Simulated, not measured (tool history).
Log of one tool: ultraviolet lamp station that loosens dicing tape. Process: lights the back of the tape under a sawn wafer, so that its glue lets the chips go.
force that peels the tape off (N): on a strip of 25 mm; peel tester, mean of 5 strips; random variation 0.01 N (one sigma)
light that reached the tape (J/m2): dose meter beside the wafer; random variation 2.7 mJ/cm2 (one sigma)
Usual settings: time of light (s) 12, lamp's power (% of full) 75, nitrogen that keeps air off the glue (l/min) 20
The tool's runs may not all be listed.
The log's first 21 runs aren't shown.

| run | hour | time of light (s) | lamp's power (% of full) | nitrogen that keeps air off the glue (l/min) | hours of work of the lamp | hours of work since the window was cleaned | force that peels the tape off (N) | light that reached the tape (J/m2) |
|---|---|---|---|---|---|---|---|---|
| 22 | 359.7 | 12 | 75 | 7 | 742 | 40 | 1.625 | 2790 |
| 23 | 376.3 | 8 | 75 | 12 | 754 | 52 | 2.331 | 1900 |
| 24 | 390.7 | 8 | 79 | 12 | 764 | 63 | 2.229 | 1970 |
| 25 | 410 | 12 | 75 | 13 | 778 | 77 | 1.118 | 2750 |
| 26 | 430.2 | 11 | 71 | 21 | 793 | 91 | 1.099 | 2400 |
| 27 | 452.8 | 6 | 75 | 20 | 809 | 107 | 2.895 | 1340 |
| 28 | 472.2 | 6 | 75 | 20 | 823 | 121 | 2.983 | 1320 |
| 29 | 493.3 | 12 | 70 | 20 | 838 | 137 | 1.042 | 2500 |
| 30 | 513.3 | 12 | 70 | 20 | 853 | 151 | 1.084 | 2470 |
| 31 | 528.5 | 12 | 70 | 20 | 864 | 162 | 1.101 | 2460 |
| 32 | 549.5 | 15 | 75 | 18 | 879 | 177 | 0.64 | 3220 |
| 33 | 573.6 | 15 | 75 | 18 | 896 | 195 | 0.638 | 3160 |
| 34 | 586.3 | 12 | 65 | 40 | 905 | 204 | 0.897 | 2200 |
| 35 | 598.9 | 6 | 75 | 40 | 914 | 213 | 2.557 | 1260 |
| 36 | 621 | 12 | 75 | 6 | 930 | 229 | 2.23 | 2510 |
| 37 | 636.4 | 12 | 86 | 12 | 941 | 240 | 1.122 | 2820 |
| 38 | 649.1 | 12 | 86 | 12 | 951 | 249 | 1.119 | 2830 |
| 39 | 664.7 | 12 | 86 | 12 | 962 | 260 | 1.162 | 2830 |
| 40 | 677.2 | 16 | 88 | 20 | 971 | 269 | 0.408 | 3820 |
| 41 | 688.9 | 20 | 75 | 22 | 979 | 278 | 0.327 | 3960 |
| 42 | 712.9 | 14 | 94 | 33 | 997 | 295 | 0.36 | 3490 |
| 43 | 728.1 | 14 | 94 | 33 | 1008 | 306 | 0.353 | 3460 |

Forecast each of these 4 alternatives for the next run:
| A | 746.3 | 9 | 79 | 31 | 1021 | 319 | ? | ? |
| B | 746.3 | 14 | 75 | 20 | 1021 | 319 | ? | ? |
| C | 746.3 | 16 | 85 | 25 | 1021 | 319 | ? | ? |
| D | 746.3 | 9 | 89 | 15 | 1021 | 319 | ? | ? |

| run | force that peels the tape off (N) | light that reached the tape (J/m2) |
|---|---|---|
| A | 1.452 | 1860 |
| B | 0.834 | 2730 |
| C | 0.409 | 3590 |
| D | 1.763 | 2090 |
Without the tool's hidden state the same runs would have given:
| run | force that peels the tape off (N) | light that reached the tape (J/m2) |
|---|---|---|
| A | 0.585 | 2840 |
| B | 0.331 | 4180 |
| C | 0.217 | 5500 |
| D | 0.737 | 3200 |
